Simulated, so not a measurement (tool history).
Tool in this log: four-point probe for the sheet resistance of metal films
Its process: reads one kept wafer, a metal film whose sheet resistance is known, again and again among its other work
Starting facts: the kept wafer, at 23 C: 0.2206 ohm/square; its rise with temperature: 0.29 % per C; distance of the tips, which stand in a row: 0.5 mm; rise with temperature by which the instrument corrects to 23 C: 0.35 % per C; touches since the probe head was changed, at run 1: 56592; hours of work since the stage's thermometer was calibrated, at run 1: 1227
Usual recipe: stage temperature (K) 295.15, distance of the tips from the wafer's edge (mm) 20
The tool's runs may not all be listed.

run	hour	stage temperature (K)	distance of the tips from the wafer's edge (mm)	touches since the probe head was changed	hours of work since the stage's thermometer was calibrated	sheet resistance as the instrument gives it (ohm/square)
1	0	295.15	20	56592	1227	0.222857
# hour 68.8: stage's thermometer calibrated
2	101.1	295.15	23	59972	20	0.222917
3	184.1	295.15	5	62762	72	0.224214
4	234.2	295.15	5	64447	103	0.224217
5	298.2	295.15	5	66595	143	0.224305
6	347.6	295.15	5	68256	173	0.224511
# hour 403.9: stage's thermometer calibrated, once more
7	433	295.15	57	71109	18	0.22351
8	474.7	295.15	57	72512	44	0.223548
# hour 506.2: new probe head fitted
9	529.6	295.15	14	788	78	0.220671
10	574.2	295.15	14	2286	105	0.220754
11	637	295.15	14	4395	144	0.220856
12	689	295.15	20	6142	177	0.220864
13	743	295.15	20	7958	210	0.220895
14	808.2	295.15	20	10148	251	0.221024
15	910	295.15	20	13568	314	0.2211
16	1002.8	303.15	20	16689	372	0.220255
17	1055.5	295.15	16	18460	405	0.221453
18	1132.7	295.15	20	21054	453	0.221521
19	1227.7	295.15	20	24246	512	0.221646
20	1276.9	295.15	20	25900	543	0.221709
21	1342.2	295.15	20	28094	583	0.221722
22	1388.9	295.15	20	29662	612	0.221789
23	1470.4	297.15	27	32401	663	0.221623
24	1546.8	308.15	15	34969	710	0.220425
25	1602.1	299.15	3	36828	745	0.224781
26	1685.5	294.15	60	39631	797	0.222394
27	1739.8	295.15	20	41454	831	0.222349
28	1819.2	295.15	25	44121	880	0.222431
29	1902.2	307.15	4	46910	932	0.222893
30	1988.1	297.15	53	49797	985	0.222461
31	2059.9	305.15	13	52211	1030	0.221593
32	2134	305.15	13	54701	1076	0.22171
33	2209	294.15	5	57221	1122	0.224384
34	2284.8	302.15	5	59767	1170	0.223428
35	2382.5	302.15	28	63052	1230	0.22233
# hour 2452.3: stage's thermometer calibrated
36	2466.3	293.15	23	65852	9	0.223782
37	2512.4	295.15	65	67401	37	0.223503
38	2606.7	295.15	3	70568	96	0.226924
# hour 2697.1: new probe head fitted
39	2699.3	303.15	20	74	153	0.220938
40	2776.6	303.15	20	2673	201	0.220997
41	2839.4	298.15	8	4784	240	0.222149
42	2925.8	294.15	8	7686	294	0.222778
43	3000.1	298.15	5	10182	340	0.223034
44	3049	295.15	7	11825	371	0.222933

4 options for the next run, each taken on its own from the tool as it stands now. Forecast them:
A	3137.9	306.15	71	14813	426	?
B	3137.9	294.15	7	14813	426	?
C	3137.9	299.15	7	14813	426	?
D	3137.9	295.15	53	14813	426	?

run	sheet resistance as the instrument gives it (ohm/square)
A	0.221091
B	0.223306
C	0.222479
D	0.222409
What these runs would have given with no unlogged condition in the tool:
run	sheet resistance as the instrument gives it (ohm/square)
A	0.219336
B	0.221537
C	0.220716
D	0.220646
